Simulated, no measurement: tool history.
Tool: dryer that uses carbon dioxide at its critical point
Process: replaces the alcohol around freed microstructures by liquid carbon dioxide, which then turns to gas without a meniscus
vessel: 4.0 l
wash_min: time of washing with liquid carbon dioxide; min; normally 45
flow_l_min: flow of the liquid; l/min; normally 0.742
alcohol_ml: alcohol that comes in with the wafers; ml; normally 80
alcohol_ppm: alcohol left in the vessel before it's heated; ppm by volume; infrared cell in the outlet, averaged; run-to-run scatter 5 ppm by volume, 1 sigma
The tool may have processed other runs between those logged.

run	day	wash_min	flow_l_min	alcohol_ml	alcohol_ppm
1	0.000	45	0.742	80	49
2	1.296	54	0.742	80	34
3	1.958	54	0.742	80	28
4	3.112	57	0.742	80	37
5	4.358	57	0.742	80	39
6	5.096	57	0.742	80	32
7	6.300	57	0.742	80	34
8	7.679	57	0.742	80	41
9	9.258	57	0.742	80	42
10	10.496	57	0.742	80	32
11	11.512	45	0.742	80	76
12	12.233	45	0.742	80	77
13	13.454	31	0.742	80	363
14	14.229	31	0.548	80	1003
15	14.938	45	1.104	25	28
# day 15.646: inlet filter changed
16	16.525	28	1.259	63	45
17	17.646	52	0.975	80	39
18	19.017	45	0.734	72	74
19	20.429	70	0.732	72	39
20	21.579	31	0.754	20	101
21	22.396	49	0.742	80	58
22	23.996	58	0.665	23	48
23	25.442	48	0.805	23	55
24	26.592	48	0.805	23	47

Each row is a separate what-if for the run after 24, all from the same tool condition, not one after another. Results?
A	27.625	53	0.742	80	?
B	27.625	45	0.742	74	?
C	27.625	48	0.480	44	?

run	alcohol_ppm
A	70
B	86
C	225
With the hidden condition removed and each run's random variation left untouched, the same runs would have given:
run	alcohol_ppm
A	24
B	35
C	158

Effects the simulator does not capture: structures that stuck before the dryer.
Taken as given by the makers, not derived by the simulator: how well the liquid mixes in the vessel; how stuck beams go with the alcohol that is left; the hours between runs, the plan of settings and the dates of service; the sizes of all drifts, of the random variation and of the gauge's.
